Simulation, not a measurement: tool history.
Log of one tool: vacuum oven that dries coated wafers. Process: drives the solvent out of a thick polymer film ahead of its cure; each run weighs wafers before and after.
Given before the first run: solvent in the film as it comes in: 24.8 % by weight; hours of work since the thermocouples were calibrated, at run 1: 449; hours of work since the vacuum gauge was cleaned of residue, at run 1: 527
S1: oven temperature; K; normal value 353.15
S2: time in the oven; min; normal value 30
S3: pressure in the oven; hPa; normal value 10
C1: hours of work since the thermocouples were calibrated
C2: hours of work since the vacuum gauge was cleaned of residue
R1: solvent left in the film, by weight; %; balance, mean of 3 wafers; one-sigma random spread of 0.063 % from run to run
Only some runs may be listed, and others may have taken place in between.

Run 1, hour 0: usual settings; C1 449; C2 527. Result: R1 3.57 %.
Run 2, hour 18.1: usual settings; C1 462; C2 540. Result: R1 3.39 %.
Run 3, hour 31.5: usual settings but S1 345.15 K; C1 471; C2 549. Result: R1 7.79 %.
Run 4, hour 55.2: usual settings but S2 46 min; C1 487; C2 565. Result: R1 1.67 %.
Run 5, hour 80.2: usual settings; C1 504; C2 582. Result: R1 3.51 %.
Run 6, hour 103.3: usual settings but S3 32.1 hPa; C1 520; C2 598. Result: R1 4.19 %.
Run 7, hour 124.3: usual settings; C1 534; C2 612. Result: R1 3.4 %.
Run 8, hour 138.4: usual settings; C1 544; C2 622. Result: R1 3.33 %.
Run 9, hour 162.7: usual settings but S3 18.8 hPa; C1 560; C2 638. Result: R1 3.82 %.
Run 10, hour 184.5: usual settings but S3 7.9 hPa; C1 575; C2 653. Result: R1 3.36 %.
Run 11, hour 198.4: usual settings but S1 364.15 K, S3 7.9 hPa; C1 585; C2 663. Result: R1 0.45 %.
Run 12, hour 217.9: usual settings; C1 598; C2 676. Result: R1 3.42 %.
Run 13, hour 233.9: usual settings; C1 609; C2 687. Result: R1 3.4 %.
Run 14, hour 261.1: usual settings but S3 6 hPa; C1 628; C2 706. Result: R1 3.16 %.
At hour 274.5: oven's thermocouples calibrated.
Run 15, hour 291.9: usual settings but S3 6 hPa; C1 12; C2 725. Result: R1 3.8 %.
Run 16, hour 316.6: usual settings but S3 6 hPa; C1 29; C2 742. Result: R1 3.82 %.
Run 17, hour 335.8: usual settings but S3 6 hPa; C1 42; C2 755. Result: R1 3.83 %.
Run 18, hour 351.2: usual settings but S3 6 hPa; C1 52; C2 766. Result: R1 3.88 %.
Run 19, hour 379.1: usual settings but S1 359.15 K, S3 16.3 hPa; C1 71; C2 785. Result: R1 1.79 %.
Run 20, hour 394.5: usual settings but S1 347.15 K, S2 37 min, S3 10.2 hPa; C1 82; C2 795. Result: R1 5.79 %.
Run 21, hour 418.2: usual settings but S2 29 min, S3 14 hPa; C1 98; C2 812. Result: R1 4.2 %.
Run 22, hour 431: usual settings but S2 49 min, S3 18.3 hPa; C1 107; C2 820. Result: R1 2.08 %.
Run 23, hour 449.8: usual settings but S2 49 min, S3 18.3 hPa; C1 120; C2 833. Result: R1 2.07 %.
Run 24, hour 468.1: usual settings but S2 49 min, S3 18.3 hPa; C1 132; C2 846. Result: R1 2.11 %.
Run 25, hour 483.4: usual settings but S2 49 min, S3 7.4 hPa; C1 143; C2 856. Result: R1 1.53 %.
Run 26, hour 501.2: usual settings but S2 49 min, S3 7.4 hPa; C1 155; C2 868. Result: R1 1.41 %.
Run 27, hour 528: usual settings but S2 29 min, S3 8.6 hPa; C1 173; C2 887. Result: R1 3.95 %.
Run 28, hour 541.2: usual settings but S1 361.15 K, S3 6.3 hPa; C1 182; C2 896. Result: R1 0.91 %.
Run 29, hour 558: usual settings but S1 364.15 K, S2 34 min, S3 8.7 hPa; C1 194; C2 907. Result: R1 0.55 %.
Run 30, hour 584.2: usual settings but S1 365.15 K, S2 27 min, S3 8.4 hPa; C1 212; C2 925. Result: R1 0.64 %.
Run 31, hour 609.6: usual settings but S1 357.15 K, S2 17 min, S3 26.4 hPa; C1 229; C2 942. Result: R1 5.9 %.
Run 32, hour 621.7: usual settings but S3 5.2 hPa; C1 237; C2 951. Result: R1 3.55 %.
Run 33, hour 634.2: usual settings but S1 360.15 K, S2 51 min, S3 19.4 hPa; C1 246; C2 959. Result: R1 0.99 %.
Run 34, hour 651: usual settings but S1 366.15 K, S2 49 min, S3 13.6 hPa; C1 257; C2 971. Result: R1 0.56 %.

Consider 5 possible next runs. They are alternatives, not a sequence: every one starts from the tool as it was left by run 34. What does each give?
Run A, hour 667.8: usual settings but S2 35 min, S3 12.5 hPa; C1 269; C2 982. Result: R1 ?.
Run B, hour 667.8: usual settings but S1 363.15 K, S2 16 min; C1 269; C2 982. Result: R1 ?.
Run C, hour 667.8: usual settings but S1 366.15 K, S2 49 min, S3 6.5 hPa; C1 269; C2 982. Result: R1 ?.
Run D, hour 667.8: usual settings but S1 338.15 K, S2 49 min, S3 23.5 hPa; C1 269; C2 982. Result: R1 ?.
Run E, hour 667.8: usual settings but S1 341.15 K, S2 49 min, S3 13.2 hPa; C1 269; C2 982. Result: R1 ?.

run    R1
  A  3.01
  B  2.79
  C   0.3
  D  9.92
  E  7.48
Without the tool's hidden state the same runs would have given:
run     R1
  A   3.13
  B   2.94
  C   0.22
  D  10.12
  E   7.69
